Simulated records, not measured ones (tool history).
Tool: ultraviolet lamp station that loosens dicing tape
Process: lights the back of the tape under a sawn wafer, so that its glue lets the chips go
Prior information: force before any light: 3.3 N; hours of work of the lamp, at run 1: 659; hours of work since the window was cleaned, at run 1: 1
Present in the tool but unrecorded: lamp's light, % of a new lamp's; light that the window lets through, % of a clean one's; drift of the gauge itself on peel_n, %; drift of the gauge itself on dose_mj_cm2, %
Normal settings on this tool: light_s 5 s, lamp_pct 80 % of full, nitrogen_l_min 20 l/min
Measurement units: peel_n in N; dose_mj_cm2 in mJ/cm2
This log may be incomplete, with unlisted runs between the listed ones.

run	hour	light_s	lamp_pct	nitrogen_l_min	hours of work of the lamp	hours of work since the window was cleaned	peel_n	dose_mj_cm2
1	0	5	80	20	659	1	0.371	444
2	25.4	4	80	20	674	16	0.503	353
3	50	5	80	28	690	32	0.347	438
4	64.3	5	80	28	699	41	0.338	437
5	83.6	5	80	28	711	53	0.348	437
6	110	4	80	20	727	69	0.51	349
7	133.5	5	80	20	742	84	0.383	436
8	146.3	5	80	20	750	92	0.37	435
9	167.6	5	80	20	763	105	0.369	437
10	192.8	5	70	20	778	120	0.459	383
11	214.4	5	70	20	792	134	0.428	385
12	237.6	5	80	20	806	148	0.368	436
13	249.2	5	80	20	813	156	0.378	437
14	262.2	5	86	20	822	164	0.33	471
15	274.2	8	68	14	829	171	0.271	596
16	294.8	8	68	14	842	184	0.276	598
17	315.1	2	71	37	854	197	1.194	155
18	334.4	2	71	37	866	209	1.211	153
19	357	3	76	28	881	223	0.746	253
20	368	3	76	28	887	229	0.734	251
21	388.9	3	76	28	900	242	0.732	248
22	409.6	2	76	28	913	255	1.171	170
23	431.8	2	84	9	927	269	1.323	182
# hour 439: window cleaned of glue's vapour
24	449.3	6	83	21	938	6	0.305	550
25	470	6	83	21	950	19	0.292	543
26	489.3	6	83	21	962	31	0.275	546
27	513.9	3	94	24	978	47	0.571	311
28	532.4	6	68	20	989	58	0.357	448

What if the next run were any one of these 5? Each begins from the tool's condition after run 28:
A	546	6	88	8	998	67	?	?
B	546	6	68	31	998	67	?	?
C	546	5	97	20	998	67	?	?
D	546	4	71	7	998	67	?	?
E	546	3	83	6	998	67	?	?

run	peel_n	dose_mj_cm2
A	0.314	579
B	0.317	447
C	0.297	527
D	0.809	310
E	0.915	271
Without the tool's hidden state the same runs would have given:
run	peel_n	dose_mj_cm2
A	0.313	580
B	0.316	447
C	0.297	528
D	0.808	311
E	0.913	271
